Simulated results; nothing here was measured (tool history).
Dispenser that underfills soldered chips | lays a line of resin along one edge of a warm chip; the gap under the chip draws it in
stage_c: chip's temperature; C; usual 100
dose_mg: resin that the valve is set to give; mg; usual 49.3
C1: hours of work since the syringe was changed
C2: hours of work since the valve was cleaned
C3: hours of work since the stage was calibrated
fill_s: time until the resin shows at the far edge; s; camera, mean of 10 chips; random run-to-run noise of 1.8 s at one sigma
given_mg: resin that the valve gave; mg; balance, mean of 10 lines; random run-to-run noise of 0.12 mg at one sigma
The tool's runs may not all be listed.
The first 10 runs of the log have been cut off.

At hour 76: new syringe of resin.
Run 11, hour 85.3: usual settings; C1 6; C2 42; C3 76. Result: fill_s 273.7 s, given_mg 48.49 mg.
At hour 90.8: new syringe of resin.
Run 12, hour 94.9: usual settings but dose_mg 45 mg; C1 3; C2 49; C3 82. Result: fill_s 219.9 s, given_mg 44.07 mg.
Run 13, hour 102.3: usual settings; C1 8; C2 54; C3 87. Result: fill_s 297.3 s, given_mg 48.37 mg.
At hour 105.4: new syringe of resin.
Run 14, hour 107.6: usual settings but dose_mg 48.2 mg; C1 1; C2 57; C3 90. Result: fill_s 195 s, given_mg 47.1 mg.
Run 15, hour 112.7: usual settings but dose_mg 52.4 mg; C1 5; C2 61; C3 94. Result: fill_s 242.7 s, given_mg 51.2 mg.
At hour 119.9: dispensing valve cleaned and set on the balance.
At hour 120.8: new syringe of resin.
Run 16, hour 121.6: usual settings but dose_mg 43 mg; C1 1; C2 1; C3 99. Result: fill_s 186.3 s, given_mg 43.09 mg.
Run 17, hour 130.3: usual settings but dose_mg 43 mg; C1 6; C2 7; C3 105. Result: fill_s 283.1 s, given_mg 43.14 mg.
At hour 135.3: new syringe of resin.
Run 18, hour 137.6: usual settings but dose_mg 43 mg; C1 2; C2 12; C3 110. Result: fill_s 201.9 s, given_mg 43.03 mg.
Run 19, hour 146.6: usual settings but dose_mg 43 mg; C1 8; C2 18; C3 116. Result: fill_s 302.3 s, given_mg 43.02 mg.
At hour 149.3: new syringe of resin.
Run 20, hour 153.9: usual settings but stage_c 108 C, dose_mg 43 mg; C1 3; C2 22; C3 120. Result: fill_s 161.6 s, given_mg 42.76 mg.
Run 21, hour 161.4: usual settings but stage_c 92 C, dose_mg 58.1 mg; C1 8; C2 28; C3 126. Result: fill_s 418.2 s, given_mg 57.86 mg.
At hour 163.5: new syringe of resin.
Run 22, hour 168.3: usual settings but stage_c 102 C, dose_mg 48.7 mg; C1 3; C2 32; C3 130. Result: fill_s 198.6 s, given_mg 47.95 mg.
At hour 178: new syringe of resin.
Run 23, hour 179.2: usual settings but stage_c 102 C, dose_mg 48.7 mg; C1 1; C2 39; C3 137. Result: fill_s 169.8 s, given_mg 48.2 mg.
Run 24, hour 190.7: usual settings but stage_c 102 C, dose_mg 48.7 mg; C1 9; C2 47; C3 145. Result: fill_s 286.1 s, given_mg 48.02 mg.
At hour 192.8: new syringe of resin.
Run 25, hour 197.9: usual settings but stage_c 99 C, dose_mg 62.7 mg; C1 3; C2 52; C3 150. Result: fill_s 216.9 s, given_mg 61.57 mg.
Run 26, hour 203: usual settings but stage_c 99 C, dose_mg 62.7 mg; C1 7; C2 55; C3 153. Result: fill_s 285.6 s, given_mg 61.47 mg.
At hour 207.2: new syringe of resin.
Run 27, hour 209.6: usual settings but stage_c 99 C, dose_mg 62.7 mg; C1 2; C2 59; C3 157. Result: fill_s 195.5 s, given_mg 61.24 mg.
Run 28, hour 215.5: usual settings but stage_c 109 C, dose_mg 43.1 mg; C1 6; C2 63; C3 161. Result: fill_s 187.5 s, given_mg 42.23 mg.
At hour 218.8: dispensing valve cleaned and set on the balance.
At hour 222.7: new syringe of resin.
Run 29, hour 227.2: usual settings but stage_c 111 C, dose_mg 51.8 mg; C1 3; C2 5; C3 168. Result: fill_s 132.9 s, given_mg 51.64 mg.
Run 30, hour 232.5: usual settings but stage_c 111 C, dose_mg 51.8 mg; C1 7; C2 9; C3 172. Result: fill_s 179.1 s, given_mg 51.78 mg.
At hour 237.5: new syringe of resin.
Run 31, hour 238.5: usual settings but stage_c 111 C, dose_mg 51.8 mg; C1 1; C2 13; C3 176. Result: fill_s 116.8 s, given_mg 51.67 mg.
Run 32, hour 247.3: usual settings but stage_c 114 C, dose_mg 53.5 mg; C1 7; C2 19; C3 182. Result: fill_s 153.8 s, given_mg 53.23 mg.
At hour 251.8: new syringe of resin.
Run 33, hour 257.4: usual settings but stage_c 109 C, dose_mg 50.3 mg; C1 4; C2 26; C3 189. Result: fill_s 153.1 s, given_mg 50.04 mg.
At hour 266.3: new syringe of resin.
Run 34, hour 268.6: usual settings but stage_c 109 C, dose_mg 50.3 mg; C1 2; C2 33; C3 196. Result: fill_s 134.9 s, given_mg 49.79 mg.
Run 35, hour 273.5: usual settings but stage_c 109 C, dose_mg 50.3 mg; C1 5; C2 36; C3 199. Result: fill_s 168.8 s, given_mg 49.7 mg.

Here are 4 independent what-if runs from the current tool condition. What would each one return?
At hour 280.3: new syringe of resin.
Run A, hour 283.6: usual settings but dose_mg 63.9 mg; C1 2; C2 43; C3 206. Result: fill_s ?, given_mg ?.
At hour 280.3: new syringe of resin.
Run B, hour 283.6: usual settings but stage_c 115 C, dose_mg 42.2 mg; C1 2; C2 43; C3 206. Result: fill_s ?, given_mg ?.
At hour 280.3: new syringe of resin.
Run C, hour 283.6: usual settings but stage_c 107 C, dose_mg 60.1 mg; C1 2; C2 43; C3 206. Result: fill_s ?, given_mg ?.
At hour 280.3: new syringe of resin.
Run D, hour 283.6: usual settings but stage_c 90 C, dose_mg 48.2 mg; C1 2; C2 43; C3 206. Result: fill_s ?, given_mg ?.

run  fill_s  given_mg
  A   194.5     62.87
  B   118.9     41.72
  C     149     59.33
  D   305.2     47.47
What these runs would have given with no unlogged condition in the tool:
run  fill_s  given_mg
  A   169.3     63.77
  B   102.8     42.32
  C   129.6     60.18
  D   265.5     48.16
